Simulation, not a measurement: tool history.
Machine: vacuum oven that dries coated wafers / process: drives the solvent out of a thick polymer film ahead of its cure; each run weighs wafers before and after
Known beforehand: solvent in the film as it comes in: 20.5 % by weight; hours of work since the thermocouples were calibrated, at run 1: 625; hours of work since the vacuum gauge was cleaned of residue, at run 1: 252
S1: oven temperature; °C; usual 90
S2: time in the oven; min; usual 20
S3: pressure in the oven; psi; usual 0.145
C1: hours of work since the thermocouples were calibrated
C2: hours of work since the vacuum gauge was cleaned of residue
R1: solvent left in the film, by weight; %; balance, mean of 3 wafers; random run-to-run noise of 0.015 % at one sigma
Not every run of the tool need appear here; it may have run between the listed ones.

{"run": 1, "hour": 0.0, "S1": 90, "S2": 20, "S3": 0.145, "C1": 625, "C2": 252, "R1": 0.82}
{"run": 2, "hour": 11.6, "S1": 90, "S2": 20, "S3": 0.145, "C1": 631, "C2": 259, "R1": 0.82}
{"run": 3, "hour": 25.6, "S1": 90, "S2": 20, "S3": 0.145, "C1": 639, "C2": 267, "R1": 0.83}
{"run": 4, "hour": 39.7, "S1": 90, "S2": 20, "S3": 0.145, "C1": 648, "C2": 275, "R1": 0.83}
{"run": 5, "hour": 56.8, "S1": 90, "S2": 20, "S3": 0.145, "C1": 657, "C2": 285, "R1": 0.82}
{"run": 6, "hour": 74.4, "S1": 90, "S2": 20, "S3": 0.145, "C1": 668, "C2": 295, "R1": 0.85}
{"run": 7, "hour": 83.2, "S1": 90, "S2": 20, "S3": 0.145, "C1": 673, "C2": 300, "R1": 0.81}
{"run": 8, "hour": 95.3, "S1": 90, "S2": 20, "S3": 0.145, "C1": 680, "C2": 307, "R1": 0.8}
{"run": 9, "hour": 108.9, "S1": 88, "S2": 20, "S3": 0.145, "C1": 687, "C2": 315, "R1": 1.11}
{"run": 10, "hour": 124.8, "S1": 90, "S2": 20, "S3": 0.145, "C1": 697, "C2": 325, "R1": 0.78}
{"run": 11, "hour": 139.6, "S1": 90, "S2": 20, "S3": 0.145, "C1": 705, "C2": 333, "R1": 0.81}
{"run": 12, "hour": 150.2, "S1": 90, "S2": 20, "S3": 0.145, "C1": 711, "C2": 339, "R1": 0.81}
{"run": 13, "hour": 165.2, "S1": 90, "S2": 20, "S3": 0.145, "C1": 720, "C2": 348, "R1": 0.82}
{"run": 14, "hour": 181.1, "S1": 90, "S2": 20, "S3": 0.145, "C1": 729, "C2": 357, "R1": 0.82}
{"run": 15, "hour": 191.5, "S1": 90, "S2": 20, "S3": 0.145, "C1": 735, "C2": 363, "R1": 0.79}
{"run": 16, "hour": 202.7, "S1": 97, "S2": 20, "S3": 0.145, "C1": 742, "C2": 370, "R1": 0.32}
{"run": 17, "hour": 221.4, "S1": 90, "S2": 20, "S3": 0.145, "C1": 753, "C2": 380, "R1": 0.82}
{"run": 18, "hour": 240.1, "S1": 95, "S2": 20, "S3": 0.145, "C1": 763, "C2": 391, "R1": 0.4}
{"run": 19, "hour": 255.5, "S1": 105, "S2": 28, "S3": 0.516, "C1": 772, "C2": 400, "R1": 0.64}
{"run": 20, "hour": 264.4, "S1": 95, "S2": 14, "S3": 0.193, "C1": 777, "C2": 405, "R1": 0.85}
{"run": 21, "hour": 274.8, "S1": 90, "S2": 11, "S3": 0.112, "C1": 783, "C2": 411, "R1": 2.58}
{"run": 22, "hour": 285.2, "S1": 90, "S2": 11, "S3": 0.112, "C1": 789, "C2": 417, "R1": 2.56}
{"run": 23, "hour": 296.9, "S1": 81, "S2": 11, "S3": 0.112, "C1": 796, "C2": 424, "R1": 6.3}
{"run": 24, "hour": 309.0, "S1": 81, "S2": 11, "S3": 0.112, "C1": 803, "C2": 431, "R1": 6.26}
{"run": 25, "hour": 318.3, "S1": 101, "S2": 25, "S3": 0.548, "C1": 808, "C2": 436, "R1": 0.81}
{"run": 26, "hour": 336.9, "S1": 101, "S2": 25, "S3": 0.548, "C1": 819, "C2": 447, "R1": 0.8}
{"run": 27, "hour": 345.7, "S1": 87, "S2": 12, "S3": 0.097, "C1": 824, "C2": 452, "R1": 3.16}
{"run": 28, "hour": 360.3, "S1": 87, "S2": 12, "S3": 0.097, "C1": 833, "C2": 461, "R1": 3.12}
{"run": 29, "hour": 378.1, "S1": 80, "S2": 30, "S3": 0.149, "C1": 843, "C2": 471, "R1": 1.73}
{"run": 30, "hour": 394.9, "S1": 80, "S2": 30, "S3": 0.149, "C1": 853, "C2": 481, "R1": 1.71}
{"run": 31, "hour": 409.8, "S1": 80, "S2": 12, "S3": 0.229, "C1": 861, "C2": 489, "R1": 6.4}
{"run": 32, "hour": 429.0, "S1": 80, "S2": 27, "S3": 0.234, "C1": 872, "C2": 500, "R1": 2.34}
{"run": 33, "hour": 442.5, "S1": 80, "S2": 27, "S3": 0.234, "C1": 880, "C2": 508, "R1": 2.33}
{"run": 34, "hour": 459.7, "S1": 95, "S2": 15, "S3": 0.479, "C1": 890, "C2": 518, "R1": 1.21}

Forecast each of these 5 alternatives for the next run:
{"run": "A", "hour": 478.9, "S1": 84, "S2": 20, "S3": 0.074, "C1": 901, "C2": 529, "R1": "?"}
{"run": "B", "hour": 478.9, "S1": 95, "S2": 21, "S3": 0.479, "C1": 901, "C2": 529, "R1": "?"}
{"run": "C", "hour": 478.9, "S1": 89, "S2": 15, "S3": 0.364, "C1": 901, "C2": 529, "R1": "?"}
{"run": "D", "hour": 478.9, "S1": 90, "S2": 20, "S3": 0.115, "C1": 901, "C2": 529, "R1": "?"}
{"run": "E", "hour": 478.9, "S1": 95, "S2": 14, "S3": 0.479, "C1": 901, "C2": 529, "R1": "?"}

run=A R1=1.84
run=B R1=0.92
run=C R1=2.09
run=D R1=0.71
run=E R1=1.30
Had the tool no hidden state, the same runs would have come out as:
run=A R1=2.39
run=B R1=1.01
run=C R1=2.60
run=D R1=0.94
run=E R1=1.56
